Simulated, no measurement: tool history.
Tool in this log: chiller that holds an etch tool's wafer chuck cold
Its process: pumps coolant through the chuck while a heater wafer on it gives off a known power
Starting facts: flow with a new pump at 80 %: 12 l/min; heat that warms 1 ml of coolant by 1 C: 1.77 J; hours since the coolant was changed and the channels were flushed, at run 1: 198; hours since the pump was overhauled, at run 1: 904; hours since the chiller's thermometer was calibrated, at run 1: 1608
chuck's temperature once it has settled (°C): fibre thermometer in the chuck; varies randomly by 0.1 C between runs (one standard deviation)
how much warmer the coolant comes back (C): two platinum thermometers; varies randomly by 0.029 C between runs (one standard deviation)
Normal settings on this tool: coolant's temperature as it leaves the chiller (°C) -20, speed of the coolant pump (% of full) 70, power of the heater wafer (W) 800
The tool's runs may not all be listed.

run,hour,coolant's temperature as it leaves the chiller (°C),speed of the coolant pump (% of full),power of the heater wafer (W),hours since the coolant was changed and the channels were flushed,hours since the pump was overhauled,hours since the chiller's thermometer was calibrated,chuck's temperature once it has settled (°C),how much warmer the coolant comes back (C)
1,0.0,-20,70,800,198,904,1608,-12.6,2.55
2,31.4,-20,70,800,230,935,1639,-12.7,2.62
3,81.6,-20,70,800,280,986,1689,-12.7,2.57
4,114.3,-28,70,800,312,1018,1722,-20.7,2.58
5,163.7,-28,70,800,362,1068,1771,-20.8,2.50
6,208.7,-28,70,800,407,1113,1816,-20.9,2.54
7,252.9,-20,70,800,451,1157,1860,-12.8,2.51
8,298.1,-20,70,800,496,1202,1906,-12.5,2.52
9,355.6,-20,70,800,554,1260,1963,-12.5,2.51
10,411.7,-20,70,800,610,1316,2019,-12.6,2.47
11,469.2,-20,78,800,667,1373,2077,-13.1,2.24
12,528.8,-20,78,800,727,1433,2136,-13.3,2.15
13,561.4,-20,78,800,759,1465,2169,-13.1,2.22
14,622.4,-20,78,729,821,1526,2230,-13.9,1.95
15,677.3,-20,78,729,875,1581,2285,-13.7,1.93
16,726.6,-20,78,729,925,1631,2334,-13.8,1.92
17,791.6,-28,86,491,990,1696,2399,-24.1,1.05
18,819.8,-28,86,491,1018,1724,2427,-24.1,1.08
19,865.7,-20,75,800,1064,1770,2473,-12.9,2.19
20,896.3,-20,75,800,1094,1800,2504,-13.0,2.16
21,960.2,-20,86,799,1158,1864,2568,-13.3,1.83
22,1004.4,-11,89,799,1202,1908,2612,-4.6,1.79
23,1059.6,-11,65,689,1258,1964,2667,-4.5,2.15
24,1087.7,-27,70,800,1286,1992,2695,-19.6,2.29
25,1138.7,-18,61,800,1337,2043,2746,-9.9,2.66
26,1193.8,-13,86,521,1392,2098,2801,-8.7,1.07

Run 27 comes next. What will it give?
27,1256.5,-19,86,830,1455,2161,2864,?,?

chuck's temperature once it has settled (°C): -12.3
how much warmer the coolant comes back (C): 1.83
With no hidden state in the tool, this same run would have given chuck's temperature once it has settled (°C) -12.3, how much warmer the coolant comes back (C) 2.16.

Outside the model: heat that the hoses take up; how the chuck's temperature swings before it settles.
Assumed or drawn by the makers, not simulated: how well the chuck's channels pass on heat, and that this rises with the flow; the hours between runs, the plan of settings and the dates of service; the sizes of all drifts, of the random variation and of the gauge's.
